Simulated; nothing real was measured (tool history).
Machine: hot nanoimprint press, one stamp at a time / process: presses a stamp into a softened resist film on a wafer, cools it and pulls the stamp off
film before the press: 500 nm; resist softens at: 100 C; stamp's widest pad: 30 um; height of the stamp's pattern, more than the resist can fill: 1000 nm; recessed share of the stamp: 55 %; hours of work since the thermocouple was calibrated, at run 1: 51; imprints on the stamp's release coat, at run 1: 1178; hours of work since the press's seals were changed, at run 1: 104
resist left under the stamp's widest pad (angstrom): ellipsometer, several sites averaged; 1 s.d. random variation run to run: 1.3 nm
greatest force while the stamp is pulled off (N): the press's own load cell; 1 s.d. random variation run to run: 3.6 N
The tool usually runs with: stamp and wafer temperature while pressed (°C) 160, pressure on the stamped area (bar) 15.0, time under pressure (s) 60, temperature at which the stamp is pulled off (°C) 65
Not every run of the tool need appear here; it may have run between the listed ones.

run     day  stamp and wafer temperature while pressed (°C)  pressure on the stamped area (bar)  time under pressure (s)  temperature at which the stamp is pulled off (°C)  hours of work since the thermocouple was calibrated  imprints on the stamp's release coat  hours of work since the press's seals were changed  resist left under the stamp's widest pad (angstrom)  greatest force while the stamp is pulled off (N)
  1   0.000                                             160                                15.0                       60                                                 65                                                   51                                  1178                                                 104                                                 1948                                               229
  2   0.292                                             160                                15.0                       60                                                 71                                                   55                                  1197                                                 108                                                 1939                                               206
  3   0.842                                             160                                15.0                       60                                                 65                                                   64                                  1233                                                 117                                                 1953                                               231
  4   1.296                                             160                                15.0                       60                                                 65                                                   71                                  1263                                                 124                                                 1920                                               217
  5   1.712                                             160                                15.0                       60                                                 65                                                   78                                  1291                                                 131                                                 1965                                               219
  6   2.083                                             160                                15.0                       60                                                 65                                                   84                                  1315                                                 137                                                 1925                                               228
  7   2.629                                             160                                15.0                       60                                                 65                                                   92                                  1351                                                 145                                                 1940                                               232
  8   3.096                                             160                                22.0                       60                                                 65                                                  100                                  1382                                                 153                                                 1610                                               223
  9   3.779                                             160                                22.0                       60                                                 65                                                  110                                  1426                                                 163                                                 1610                                               227
 10   4.321                                             160                                22.0                       60                                                 65                                                  119                                  1462                                                 172                                                 1610                                               233
 11   4.850                                             160                                15.0                       60                                                 57                                                  127                                  1497                                                 180                                                 1955                                               272
 12   5.467                                             160                                 9.9                       60                                                 65                                                  137                                  1537                                                 190                                                 2401                                               237
 13   6.150                                             160                                 9.9                       60                                                 65                                                  148                                  1582                                                 201                                                 2432                                               236
 14   6.704                                             160                                15.0                      103                                                 65                                                  157                                  1619                                                 210                                                 1609                                               237
      7.146  -- stamp cleaned and given a new release coat
 15   7.575                                             160                                15.0                      103                                                 65                                                  166                                    29                                                 219                                                 1622                                               176
 16   8.171                                             160                                11.7                       60                                                 60                                                  176                                    68                                                 229                                                 2233                                               195
 17   8.517                                             160                                 9.9                       52                                                 65                                                  181                                    90                                                 234                                                 2563                                               179
 18   9.208                                             152                                10.2                       54                                                 58                                                  192                                   136                                                 245                                                 3704                                               208
 19   9.667                                             152                                10.2                       54                                                 58                                                  199                                   166                                                 252                                                 3662                                               203
 20  10.292                                             163                                15.8                       60                                                 65                                                  209                                   207                                                 262                                                 1632                                               194
 21  10.788                                             168                                20.4                       31                                                 50                                                  217                                   240                                                 270                                                 1412                                               237
 22  11.396                                             160                                15.0                       60                                                 70                                                  227                                   280                                                 280                                                 2010                                               170
 23  11.992                                             160                                15.0                       60                                                 72                                                  236                                   319                                                 289                                                 2017                                               171
 24  12.450                                             169                                10.7                       60                                                 50                                                  243                                   349                                                 296                                                 1459                                               243
 25  13.071                                             169                                10.7                       60                                                 50                                                  253                                   390                                                 306                                                 1453                                               248
     13.271  -- plate thermocouple calibrated
 26  13.725                                             160                                10.8                       60                                                 65                                                    7                                   425                                                 315                                                 2290                                               191
 27  14.029                                             160                                15.0                      103                                                 65                                                   12                                   445                                                 319                                                 1590                                               192
 28  14.367                                             163                                13.0                       60                                                 65                                                   17                                   467                                                 325                                                 1782                                               191
 29  14.962                                             162                                22.9                       95                                                 64                                                   27                                   506                                                 334                                                 1146                                               201

Each row is a separate what-if for the run after 29, all from the same tool condition, not one after another. Results?
  A  15.488                                             152                                 9.1                       95                                                 53                                                   35                                   540                                                 342                                                    ?                                                 ?
  B  15.488                                             162                                18.1                       95                                                 70                                                   35                                   540                                                 342                                                    ?                                                 ?
  C  15.488                                             152                                11.3                       60                                                 69                                                   35                                   540                                                 342                                                    ?                                                 ?
  D  15.488                                             164                                15.0                       60                                                 65                                                   35                                   540                                                 342                                                    ?                                                 ?

run  resist left under the stamp's widest pad (angstrom)  greatest force while the stamp is pulled off (N)
  A                                                 3305                                               245
  B                                                 1312                                               178
  C                                                 3450                                               179
  D                                                 1541                                               194
The same runs, with their run-to-run variation unchanged, on a tool lacking any hidden condition would have given:
run  resist left under the stamp's widest pad (angstrom)  greatest force while the stamp is pulled off (N)
  A                                                 3283                                               218
  B                                                 1289                                               158
  C                                                 3425                                               160
  D                                                 1518                                               173

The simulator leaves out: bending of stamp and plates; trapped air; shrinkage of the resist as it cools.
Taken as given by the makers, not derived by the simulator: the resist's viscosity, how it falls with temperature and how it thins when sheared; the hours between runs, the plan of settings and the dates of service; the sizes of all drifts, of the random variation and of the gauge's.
